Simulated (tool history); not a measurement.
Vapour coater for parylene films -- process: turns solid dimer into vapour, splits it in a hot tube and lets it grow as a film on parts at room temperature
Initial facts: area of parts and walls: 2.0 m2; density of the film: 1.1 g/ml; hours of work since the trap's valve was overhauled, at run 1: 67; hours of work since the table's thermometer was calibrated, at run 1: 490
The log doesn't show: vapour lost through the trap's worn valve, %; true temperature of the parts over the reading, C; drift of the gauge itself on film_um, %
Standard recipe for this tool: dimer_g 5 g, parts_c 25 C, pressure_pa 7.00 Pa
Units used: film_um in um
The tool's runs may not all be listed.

run     day  dimer_g  parts_c  pressure_pa  hours of work since the trap's valve was overhauled  hours of work since the table's thermometer was calibrated  film_um
  1   0.000        5       25         7.00                                                   67                                                         490    1.174
  2   2.017        5       25         7.00                                                   86                                                         510    1.176
  3   4.050        5       25         5.01                                                  106                                                         529    1.229
  4   7.308        5       25         5.01                                                  137                                                         561    1.231
  5   9.367        5       17         7.00                                                  157                                                         581    1.403
  6  11.992        5       17         7.00                                                  182                                                         606    1.380
  7  13.638        5       17         7.00                                                  198                                                         622    1.392
  8  15.192        5       25         7.59                                                  213                                                         637    1.134
  9  17.142        5       25         7.00                                                  232                                                         656    1.138
 10  20.100        5       25         7.00                                                  261                                                         684    1.135
 11  21.633        5       25         2.05                                                  275                                                         699    1.385
 12  23.879        5       25         2.05                                                  297                                                         721    1.392
 13  25.850        5       25         2.05                                                  316                                                         740    1.386
 14  27.350        5       25         2.05                                                  331                                                         754    1.379
 15  29.858        5       25         2.05                                                  355                                                         778    1.368
 16  31.292        5       25         2.05                                                  369                                                         792    1.386
 17  33.242        5       25         7.00                                                  387                                                         811    1.122
 18  35.429        5       25         7.00                                                  409                                                         832    1.111

The next listed run, before its measurement:
 19  37.242        5       22         2.04                                                  426                                                         850        ?

For run 19 the tool returned film_um 1.475 um.
Minus the tool's unlogged condition, the same run would have read film_um 1.556 um.

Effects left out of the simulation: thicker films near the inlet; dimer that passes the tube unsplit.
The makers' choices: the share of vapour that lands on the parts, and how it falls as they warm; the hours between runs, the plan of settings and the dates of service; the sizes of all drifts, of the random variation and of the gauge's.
